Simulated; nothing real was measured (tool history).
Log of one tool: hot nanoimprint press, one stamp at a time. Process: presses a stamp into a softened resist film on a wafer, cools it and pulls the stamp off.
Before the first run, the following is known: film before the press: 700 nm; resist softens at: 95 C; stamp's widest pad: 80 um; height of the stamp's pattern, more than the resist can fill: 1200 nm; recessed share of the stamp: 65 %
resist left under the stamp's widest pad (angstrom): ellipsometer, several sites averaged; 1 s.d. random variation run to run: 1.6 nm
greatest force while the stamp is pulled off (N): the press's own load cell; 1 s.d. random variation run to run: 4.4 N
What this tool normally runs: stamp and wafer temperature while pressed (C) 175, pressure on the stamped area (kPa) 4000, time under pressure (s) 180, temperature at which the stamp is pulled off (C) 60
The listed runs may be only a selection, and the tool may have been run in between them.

run	hour	stamp and wafer temperature while pressed (C)	pressure on the stamped area (kPa)	time under pressure (s)	temperature at which the stamp is pulled off (C)	resist left under the stamp's widest pad (angstrom)	greatest force while the stamp is pulled off (N)
1	0.0	175	4000	180	60	3910	220
2	10.1	175	4000	180	60	3905	226
3	18.3	175	4000	180	47	3912	306
4	23.9	175	4000	180	60	3920	211
5	30.4	175	4000	180	49	3901	285
6	41.9	175	4000	180	49	3880	296
7	52.5	175	4000	180	49	3919	286
8	60.1	175	4000	180	49	3910	288
9	65.3	175	4000	180	49	3942	289
10	74.4	175	4000	180	60	3886	219
11	86.2	175	4000	180	60	3892	216
12	94.9	175	2770	180	60	4399	216
13	105.5	175	4000	257	60	3433	220
# hour 111.0: plate thermocouple calibrated
14	117.1	175	4000	257	60	3441	220
15	123.0	175	4000	257	60	3429	219
16	135.3	175	4000	257	60	3415	230
17	147.3	175	4000	257	68	3425	165
18	152.8	175	4000	257	68	3428	163
19	162.8	175	4000	257	68	3405	169
20	168.5	171	4000	257	68	4056	169
21	178.5	178	2660	105	53	4703	261
22	185.1	163	4000	180	60	5685	217
23	194.1	163	4000	180	60	5658	223
24	206.7	163	4000	180	60	5682	219
25	212.3	177	4000	180	60	3569	215
26	220.7	177	4000	180	60	3618	216
27	227.1	169	5100	321	57	3765	244
28	238.8	169	5100	321	57	3754	241
29	246.7	169	5100	321	57	3755	249

Branching from run 29: 5 alternative next runs. What would each branch give?
A	254.9	182	4180	321	65	?	?
B	254.9	183	3650	179	60	?	?
C	254.9	168	3400	135	57	?	?
D	254.9	175	5100	224	48	?	?
E	254.9	170	3060	321	52	?	?

run	resist left under the stamp's widest pad (angstrom)	greatest force while the stamp is pulled off (N)
A	2250	195
B	2946	217
C	5558	235
D	3306	311
E	4296	283
Without the tool's unlogged condition, the same runs would have read:
run	resist left under the stamp's widest pad (angstrom)	greatest force while the stamp is pulled off (N)
A	2246	192
B	2942	214
C	5554	231
D	3301	306
E	4291	279

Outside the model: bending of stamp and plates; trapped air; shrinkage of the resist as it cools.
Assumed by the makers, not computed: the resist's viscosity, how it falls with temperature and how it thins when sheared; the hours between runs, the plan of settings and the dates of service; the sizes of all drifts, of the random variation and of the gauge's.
